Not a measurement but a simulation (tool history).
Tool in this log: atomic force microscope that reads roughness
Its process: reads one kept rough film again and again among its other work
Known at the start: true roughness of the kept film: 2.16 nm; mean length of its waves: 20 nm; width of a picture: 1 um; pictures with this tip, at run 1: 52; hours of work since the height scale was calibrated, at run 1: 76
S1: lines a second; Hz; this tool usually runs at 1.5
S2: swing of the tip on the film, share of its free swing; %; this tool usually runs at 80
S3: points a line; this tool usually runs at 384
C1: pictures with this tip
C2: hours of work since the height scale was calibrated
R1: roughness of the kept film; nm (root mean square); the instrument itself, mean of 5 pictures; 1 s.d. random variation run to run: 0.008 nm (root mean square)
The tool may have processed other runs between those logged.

run,hour,S1,S2,S3,C1,C2,R1
1,0,1.5,80,384,52,76,1.761
2,16,1.5,80,384,67,83,1.739
3,38.9,1.4,80,384,88,94,1.743
4,66.4,1.4,80,384,114,107,1.754
5,85.1,1.4,80,384,132,115,1.754
6,110.6,1.5,80,879,156,127,1.764
7,138.4,1.5,80,879,182,140,1.771
8,150.9,1.5,80,879,193,146,1.765
9,164.9,1.5,56,879,207,152,1.847
10,181.3,1.5,56,879,222,160,1.837
11,206.2,1.5,56,879,245,172,1.846
# hour 217.4: new tip fitted
12,223.4,1.59,56,557,6,179,1.836
13,244.9,0.7,65,384,26,189,1.829
14,273.9,0.8,72,556,53,203,1.834
15,290.6,0.8,72,556,69,210,1.832
16,320.5,1.16,58,335,97,224,1.813
17,345.9,2.92,62,543,121,236,1.783
18,372.6,2.92,62,543,146,248,1.791
19,386,0.53,74,571,158,255,1.844
20,408.3,1.02,80,417,179,265,1.764
21,437.7,0.72,83,734,207,278,1.818

Consider 5 possible next runs. They are alternatives, not a sequence: every one starts from the tool as it was left by run 21. What does each give?
A,463.9,3.29,77,383,231,291,?
B,463.9,1.5,73,726,231,291,?
C,463.9,0.84,83,826,231,291,?
D,463.9,0.72,89,734,231,291,?
E,463.9,3.68,78,362,231,291,?

run,R1
A,1.66
B,1.799
C,1.808
D,1.786
E,1.636
The same runs, with their run-to-run variation unchanged, on a tool lacking any hidden condition would have given:
run,R1
A,1.663
B,1.803
C,1.812
D,1.789
E,1.639
